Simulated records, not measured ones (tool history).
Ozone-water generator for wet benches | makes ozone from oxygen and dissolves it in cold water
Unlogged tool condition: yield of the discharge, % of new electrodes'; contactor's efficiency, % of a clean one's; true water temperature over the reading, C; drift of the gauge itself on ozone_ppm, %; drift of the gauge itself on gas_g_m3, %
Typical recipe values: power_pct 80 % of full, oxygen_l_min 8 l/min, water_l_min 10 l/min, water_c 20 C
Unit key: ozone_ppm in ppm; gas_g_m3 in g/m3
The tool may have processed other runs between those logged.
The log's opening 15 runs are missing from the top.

run	hour	power_pct	oxygen_l_min	water_l_min	water_c	hours of work since the electrodes were changed	hours of work since the contactor was cleaned	hours of work since the thermometer was calibrated	ozone_ppm	gas_g_m3
16	1705.1	80	8	10	20	4644	758	1123	48.5	286.1
17	1833.9	80	8	10	20	4772	886	1251	48.3	286.5
18	1922.3	70	8	10	20	4860	974	1339	43.8	255.9
19	2052	76	8	16	20	4989	1103	1467	36.7	274.5
20	2128.5	76	8	16	20	5065	1179	1543	35.9	275.6
21	2260.8	80	6.56	10	24	5196	1310	1675	44.1	303.6
22	2378.6	62	7.2	13	21	5313	1427	1792	33.4	240.6
23	2523.9	77	7.2	11	21	5458	1571	1936	42.9	282.6
24	2611	80	8	8	12	5544	1658	2023	63.4	280.4
25	2752.6	48	6.23	8	15	5685	1798	2163	39.2	206.2
26	2850.6	48	6.23	8	15	5782	1896	2261	39	203.3
27	2939	89	6.23	7	15	5870	1984	2348	69.6	331.8
28	3044.2	89	6.23	7	15	5974	2088	2453	68.2	331.1
29	3187.2	44	6.23	7	15	6116	2230	2595	39.1	189.5
# hour 3293.9: water thermometer calibrated
30	3293.9	89	7.3	9	23	6222	2336	0	49.7	316.7
31	3385.2	47	12.62	8	12	6312	2426	91	38.5	155.4
32	3457.5	47	8.53	12	12	6384	2498	162	33.1	179.6
33	3571.9	47	8.53	12	12	6498	2612	276	33	180.7

3 options for the next run, each taken on its own from the tool as it stands now. Forecast them:
A	3718.7	80	8	10	24	6644	2757	422	?	?
B	3718.7	80	6.84	10	13	6644	2757	422	?	?
C	3718.7	80	8	7	20	6644	2757	422	?	?

run	ozone_ppm	gas_g_m3
A	42	278.5
B	54.1	293.9
C	53.4	281.6
With no hidden state in the tool, these same runs would have given:
run	ozone_ppm	gas_g_m3
A	47.9	307.4
B	61.8	324.5
C	60.6	310.8

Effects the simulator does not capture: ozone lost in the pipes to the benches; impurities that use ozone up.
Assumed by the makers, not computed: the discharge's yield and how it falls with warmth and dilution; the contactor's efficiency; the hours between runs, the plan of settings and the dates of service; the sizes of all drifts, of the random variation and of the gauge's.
